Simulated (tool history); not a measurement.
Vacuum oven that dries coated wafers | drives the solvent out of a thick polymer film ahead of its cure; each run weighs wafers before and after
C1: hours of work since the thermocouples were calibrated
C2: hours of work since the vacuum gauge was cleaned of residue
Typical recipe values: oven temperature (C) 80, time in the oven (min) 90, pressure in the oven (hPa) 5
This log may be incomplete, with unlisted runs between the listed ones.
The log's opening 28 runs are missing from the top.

run 29 hour=1060.8 | oven_temperature_(C)=86 time_in_the_oven_(min)=66 pressure_in_the_oven_(hPa)=4.97 | C1=477 C2=627 | solvent_left_in_the_film_(%)=4.25
-- hour=1064.8 vacuum gauge cleaned of residue and calibrated
run 30 hour=1106.2 | oven_temperature_(C)=84 time_in_the_oven_(min)=70 pressure_in_the_oven_(hPa)=6 | C1=497 C2=18 | solvent_left_in_the_film_(%)=4.38
run 31 hour=1141.6 | oven_temperature_(C)=80 time_in_the_oven_(min)=126 pressure_in_the_oven_(hPa)=3.59 | C1=513 C2=34 | solvent_left_in_the_film_(%)=2.22
run 32 hour=1190.7 | oven_temperature_(C)=80 time_in_the_oven_(min)=126 pressure_in_the_oven_(hPa)=3.59 | C1=534 C2=56 | solvent_left_in_the_film_(%)=2.24
run 33 hour=1217.6 | oven_temperature_(C)=69 time_in_the_oven_(min)=90 pressure_in_the_oven_(hPa)=9.36 | C1=546 C2=68 | solvent_left_in_the_film_(%)=6.71
-- hour=1224.7 vacuum gauge cleaned of residue and calibrated, once more
run 34 hour=1262.1 | oven_temperature_(C)=80 time_in_the_oven_(min)=85 pressure_in_the_oven_(hPa)=5 | C1=566 C2=17 | solvent_left_in_the_film_(%)=4.19
run 35 hour=1299.6 | oven_temperature_(C)=75 time_in_the_oven_(min)=69 pressure_in_the_oven_(hPa)=18.97 | C1=582 C2=33 | solvent_left_in_the_film_(%)=6.79
run 36 hour=1326.2 | oven_temperature_(C)=68 time_in_the_oven_(min)=143 pressure_in_the_oven_(hPa)=7.73 | C1=594 C2=45 | solvent_left_in_the_film_(%)=4.24
run 37 hour=1373.4 | oven_temperature_(C)=92 time_in_the_oven_(min)=157 pressure_in_the_oven_(hPa)=5 | C1=615 C2=66 | solvent_left_in_the_film_(%)=0.33
run 38 hour=1395.7 | oven_temperature_(C)=92 time_in_the_oven_(min)=157 pressure_in_the_oven_(hPa)=5 | C1=625 C2=76 | solvent_left_in_the_film_(%)=0.33
run 39 hour=1425.5 | oven_temperature_(C)=92 time_in_the_oven_(min)=157 pressure_in_the_oven_(hPa)=5 | C1=639 C2=90 | solvent_left_in_the_film_(%)=0.33
run 40 hour=1458 | oven_temperature_(C)=92 time_in_the_oven_(min)=157 pressure_in_the_oven_(hPa)=5 | C1=653 C2=104 | solvent_left_in_the_film_(%)=0.31
run 41 hour=1496.9 | oven_temperature_(C)=80 time_in_the_oven_(min)=133 pressure_in_the_oven_(hPa)=8.64 | C1=670 C2=121 | solvent_left_in_the_film_(%)=2.02

Here are 5 independent what-if runs from the current tool condition. What would each one return?
run A hour=1546.2 | oven_temperature_(C)=80 time_in_the_oven_(min)=57 pressure_in_the_oven_(hPa)=5 | C1=692 C2=143 | solvent_left_in_the_film_(%)=?
run B hour=1546.2 | oven_temperature_(C)=80 time_in_the_oven_(min)=90 pressure_in_the_oven_(hPa)=5.36 | C1=692 C2=143 | solvent_left_in_the_film_(%)=?
run C hour=1546.2 | oven_temperature_(C)=68 time_in_the_oven_(min)=108 pressure_in_the_oven_(hPa)=18.07 | C1=692 C2=143 | solvent_left_in_the_film_(%)=?
run D hour=1546.2 | oven_temperature_(C)=80 time_in_the_oven_(min)=95 pressure_in_the_oven_(hPa)=5 | C1=692 C2=143 | solvent_left_in_the_film_(%)=?
run E hour=1546.2 | oven_temperature_(C)=94 time_in_the_oven_(min)=68 pressure_in_the_oven_(hPa)=3.6 | C1=692 C2=143 | solvent_left_in_the_film_(%)=?

run=A solvent_left_in_the_film_(%)=6.39
run=B solvent_left_in_the_film_(%)=3.81
run=C solvent_left_in_the_film_(%)=6.02
run=D solvent_left_in_the_film_(%)=3.55
run=E solvent_left_in_the_film_(%)=2.45
Take away the tool's hidden state, keep each run's random variation, and the runs would have read:
run=A solvent_left_in_the_film_(%)=6.5
run=B solvent_left_in_the_film_(%)=3.91
run=C solvent_left_in_the_film_(%)=6.15
run=D solvent_left_in_the_film_(%)=3.66
run=E solvent_left_in_the_film_(%)=2.53
